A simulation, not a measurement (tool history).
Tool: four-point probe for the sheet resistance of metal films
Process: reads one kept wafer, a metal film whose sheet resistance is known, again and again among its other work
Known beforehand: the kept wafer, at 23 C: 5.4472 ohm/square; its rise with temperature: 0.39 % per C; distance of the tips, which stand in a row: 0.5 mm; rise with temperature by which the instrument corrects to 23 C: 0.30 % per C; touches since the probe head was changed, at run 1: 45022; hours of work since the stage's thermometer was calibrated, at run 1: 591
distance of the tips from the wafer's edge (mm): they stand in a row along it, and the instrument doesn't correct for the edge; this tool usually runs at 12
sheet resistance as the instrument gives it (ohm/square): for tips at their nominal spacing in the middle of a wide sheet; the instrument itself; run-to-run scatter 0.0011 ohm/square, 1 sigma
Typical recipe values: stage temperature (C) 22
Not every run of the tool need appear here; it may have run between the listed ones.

run	hour	stage temperature (C)	distance of the tips from the wafer's edge (mm)	touches since the probe head was changed	hours of work since the stage's thermometer was calibrated	sheet resistance as the instrument gives it (ohm/square)
1	0.0	22	12	45022	591	5.449130
2	116.6	22	12	50738	666	5.449258
3	190.5	22	59	54359	713	5.441738
4	270.0	22	59	58255	764	5.443820
5	365.4	22	59	62930	826	5.442421
6	446.7	22	59	66915	878	5.442557
7	526.2	22	12	70812	929	5.448054
8	622.7	25	12	75540	991	5.462694
9	731.9	25	12	80894	1061	5.461175
10	865.1	22	12	87420	1147	5.449730
11	965.2	22	12	92330	1211	5.448617
12	1082.6	22	12	98082	1287	5.449581
13	1166.7	22	12	102205	1341	5.447526
# hour 1176.3: new probe head fitted
14	1263.0	22	12	4252	1402	5.446635
15	1393.2	20	12	10632	1486	5.437866
16	1534.4	26	36	17553	1577	5.462905
17	1668.2	26	36	24107	1663	5.460887

Run 18, settings as shown, results not yet in. Your forecast:
18	1752.9	26	36	28260	1717	?

Run 18 came out at sheet resistance as the instrument gives it (ohm/square) 5.461566.
If the tool had no hidden condition, the same run with the same run-to-run variation would have returned sheet resistance as the instrument gives it (ohm/square) 5.461854.
